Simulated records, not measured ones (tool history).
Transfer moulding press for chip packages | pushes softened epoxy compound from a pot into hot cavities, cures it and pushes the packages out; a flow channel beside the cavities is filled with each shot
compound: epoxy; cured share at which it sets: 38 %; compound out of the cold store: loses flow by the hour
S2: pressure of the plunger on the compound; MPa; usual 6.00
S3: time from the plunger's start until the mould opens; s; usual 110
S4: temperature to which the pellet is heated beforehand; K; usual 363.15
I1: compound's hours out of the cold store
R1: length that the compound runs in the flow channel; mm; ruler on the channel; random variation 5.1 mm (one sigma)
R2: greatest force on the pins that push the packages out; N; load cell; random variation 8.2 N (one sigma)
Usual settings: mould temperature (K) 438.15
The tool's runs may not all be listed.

run 1 day=0.000 | mould_temperature_(K)=438.15 S2=6.00 S3=110 S4=363.15 | I1=35.0 | R1=832 R2=350
run 2 day=1.717 | mould_temperature_(K)=439.15 S2=6.00 S3=110 S4=363.15 | I1=22.1 | R1=882 R2=356
-- day=2.196 cavities cleaned with cleaning compound and waxed
run 3 day=3.242 | mould_temperature_(K)=438.15 S2=6.00 S3=110 S4=363.15 | I1=45.2 | R1=785 R2=356
-- day=4.338 cavities cleaned with cleaning compound and waxed
run 4 day=4.821 | mould_temperature_(K)=435.15 S2=6.00 S3=110 S4=363.15 | I1=31.4 | R1=850 R2=382
-- day=6.438 cavities cleaned with cleaning compound and waxed
run 5 day=6.438 | mould_temperature_(K)=435.15 S2=6.00 S3=110 S4=363.15 | I1=24.6 | R1=882 R2=384
run 6 day=8.125 | mould_temperature_(K)=435.15 S2=6.00 S3=110 S4=363.15 | I1=40.7 | R1=811 R2=384
-- day=8.542 cavities cleaned with cleaning compound and waxed
run 7 day=9.808 | mould_temperature_(K)=435.15 S2=6.00 S3=110 S4=363.15 | I1=27.6 | R1=860 R2=369
-- day=10.767 plunger's sealing rings changed
-- day=10.829 cavities cleaned with cleaning compound and waxed
run 8 day=11.929 | mould_temperature_(K)=435.15 S2=6.00 S3=110 S4=363.15 | I1=20.7 | R1=895 R2=386
-- day=12.958 cavities cleaned with cleaning compound and waxed
run 9 day=13.133 | mould_temperature_(K)=435.15 S2=6.00 S3=110 S4=363.15 | I1=24.8 | R1=889 R2=376
run 10 day=14.179 | mould_temperature_(K)=435.15 S2=6.00 S3=110 S4=363.15 | I1=28.4 | R1=868 R2=394
-- day=15.046 cavities cleaned with cleaning compound and waxed
run 11 day=15.125 | mould_temperature_(K)=435.15 S2=6.00 S3=110 S4=363.15 | I1=39.5 | R1=824 R2=373
run 12 day=16.888 | mould_temperature_(K)=435.15 S2=6.00 S3=110 S4=363.15 | I1=32.3 | R1=852 R2=374
-- day=17.254 cavities cleaned with cleaning compound and waxed
run 13 day=18.208 | mould_temperature_(K)=435.15 S2=6.00 S3=110 S4=363.15 | I1=17.2 | R1=917 R2=379
-- day=19.317 cavities cleaned with cleaning compound and waxed
run 14 day=19.367 | mould_temperature_(K)=435.15 S2=6.00 S3=110 S4=369.15 | I1=9.6 | R1=969 R2=392
run 15 day=21.183 | mould_temperature_(K)=435.15 S2=5.96 S3=124 S4=371.15 | I1=45.0 | R1=785 R2=339
-- day=21.438 cavities cleaned with cleaning compound and waxed
run 16 day=22.329 | mould_temperature_(K)=439.15 S2=5.96 S3=124 S4=356.15 | I1=26.6 | R1=860 R2=327
run 17 day=23.404 | mould_temperature_(K)=444.15 S2=7.26 S3=96 S4=363.15 | I1=33.5 | R1=901 R2=365
-- day=23.638 cavities cleaned with cleaning compound and waxed
run 18 day=24.996 | mould_temperature_(K)=441.15 S2=6.00 S3=93 S4=363.15 | I1=42.2 | R1=785 R2=382
-- day=25.712 cavities cleaned with cleaning compound and waxed
run 19 day=26.367 | mould_temperature_(K)=433.15 S2=6.47 S3=101 S4=362.15 | I1=46.9 | R1=829 R2=440
-- day=27.154 mould's thermocouples calibrated
run 20 day=27.321 | mould_temperature_(K)=442.15 S2=5.97 S3=110 S4=360.15 | I1=13.0 | R1=920 R2=353
-- day=27.908 cavities cleaned with cleaning compound and waxed
run 21 day=29.421 | mould_temperature_(K)=431.15 S2=6.00 S3=141 S4=363.15 | I1=15.8 | R1=943 R2=350
-- day=30.112 cavities cleaned with cleaning compound and waxed
run 22 day=31.438 | mould_temperature_(K)=431.15 S2=6.00 S3=141 S4=363.15 | I1=33.3 | R1=850 R2=343
-- day=32.212 cavities cleaned with cleaning compound and waxed
run 23 day=32.554 | mould_temperature_(K)=438.15 S2=6.70 S3=110 S4=363.15 | I1=39.3 | R1=856 R2=342
-- day=33.812 plunger's sealing rings changed
run 24 day=34.250 | mould_temperature_(K)=438.15 S2=6.70 S3=110 S4=363.15 | I1=28.4 | R1=909 R2=369

Forecast run 25:
-- day=34.458 cavities cleaned with cleaning compound and waxed
run 25 day=36.158 | mould_temperature_(K)=438.15 S2=6.70 S3=112 S4=359.15 | I1=9.0 | R1=? R2=?

R1: 1006 mm
R2: 353 N
Without the tool's hidden state the same run would have given R1 1007 mm, R2 348 N.
